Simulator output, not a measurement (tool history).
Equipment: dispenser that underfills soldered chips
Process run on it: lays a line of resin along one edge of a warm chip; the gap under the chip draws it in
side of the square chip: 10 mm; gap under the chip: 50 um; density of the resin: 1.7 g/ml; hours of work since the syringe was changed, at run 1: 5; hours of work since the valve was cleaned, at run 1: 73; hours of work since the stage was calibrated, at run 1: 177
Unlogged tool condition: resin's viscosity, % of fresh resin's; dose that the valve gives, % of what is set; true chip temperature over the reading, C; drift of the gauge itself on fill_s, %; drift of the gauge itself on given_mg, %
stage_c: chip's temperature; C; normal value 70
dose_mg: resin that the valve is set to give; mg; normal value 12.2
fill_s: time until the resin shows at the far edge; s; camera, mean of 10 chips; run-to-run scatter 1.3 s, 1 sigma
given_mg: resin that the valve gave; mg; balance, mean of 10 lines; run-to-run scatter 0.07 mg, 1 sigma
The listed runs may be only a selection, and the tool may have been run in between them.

run	hour	stage_c	dose_mg	hours of work since the syringe was changed	hours of work since the valve was cleaned	hours of work since the stage was calibrated	fill_s	given_mg
1	0	70	12.2	5	73	177	186.9	11.55
# hour 1.7: new syringe of resin
2	5.1	70	12.2	3	77	181	155.3	11.4
# hour 9.7: new syringe of resin
3	9.7	70	12.2	0	80	184	127.4	11.42
# hour 17.7: new syringe of resin
4	17.7	70	12.2	0	86	190	126.1	11.26
5	24	70	11.4	5	91	195	191.4	10.51
# hour 26.4: new syringe of resin
6	30.1	70	11.4	3	95	199	161.8	10.45
# hour 34.6: new syringe of resin
7	35.6	70	11.4	1	99	203	140.7	10.52
8	41.6	81	12.2	5	104	208	144.4	11.08
# hour 42.6: new syringe of resin
9	48.9	70	11.2	5	109	213	189.7	10.21
# hour 50.8: new syringe of resin
10	53	59	12.2	2	112	216	208.1	11.15
11	57.2	59	12.2	5	115	219	264.6	10.95
# hour 59.1: new syringe of resin
12	62.1	70	12.2	2	119	223	158.5	11.03
# hour 67.1: new syringe of resin
13	68.4	70	12.2	1	123	227	135	10.92
# hour 75.2: new syringe of resin
14	75.9	70	12.2	0	129	233	135.9	10.74
15	81.3	70	12.2	5	133	237	190.3	10.76
# hour 83.7: new syringe of resin
16	88.5	70	12.2	4	138	242	172.5	10.68
# hour 91.7: new syringe of resin
# hour 92.7: dispensing valve cleaned and set on the balance
17	98.4	70	14.5	4	4	249	174.2	14.55
# hour 100.9: new syringe of resin
18	106.2	70	14.5	4	10	254	170.8	14.48
# hour 109.1: new syringe of resin
19	111	70	14	1	13	258	137.6	13.86
20	116	79	15.1	5	17	262	144.1	14.98
# hour 117.5: new syringe of resin
# hour 125.5: new syringe of resin
21	125.5	79	15.1	0	24	268	94.6	14.72
# hour 133.5: new syringe of resin
22	134.3	79	15.1	1	30	275	96.8	14.69
# hour 141.9: new syringe of resin
23	142.6	79	15.1	1	37	281	98.7	14.62
# hour 150: new syringe of resin
24	150.5	60	10.9	0	42	287	185.2	10.57
# hour 158.1: new syringe of resin
25	158.6	85	12.3	0	48	293	84.2	11.86
26	165.1	57	12.5	5	53	298	297.7	11.99
# hour 166.9: new syringe of resin
27	169.1	71	13.7	2	56	300	137	13.15
# hour 174.9: new syringe of resin
28	177.5	71	13.7	2	62	307	142.9	12.97
# hour 183.2: new syringe of resin
29	184.6	71	13.7	1	67	312	134.4	12.91
30	188.4	79	11.9	4	70	315	135.6	11.24

Predict the results of run 31:
# hour 191.6: new syringe of resin
31	197.7	69	11.2	5	77	322	?	?

fill_s: 200.3 s
given_mg: 10.49 mg
Minus the tool's unlogged condition, the same run would have read fill_s 128.7 s, given_mg 11.23 mg.

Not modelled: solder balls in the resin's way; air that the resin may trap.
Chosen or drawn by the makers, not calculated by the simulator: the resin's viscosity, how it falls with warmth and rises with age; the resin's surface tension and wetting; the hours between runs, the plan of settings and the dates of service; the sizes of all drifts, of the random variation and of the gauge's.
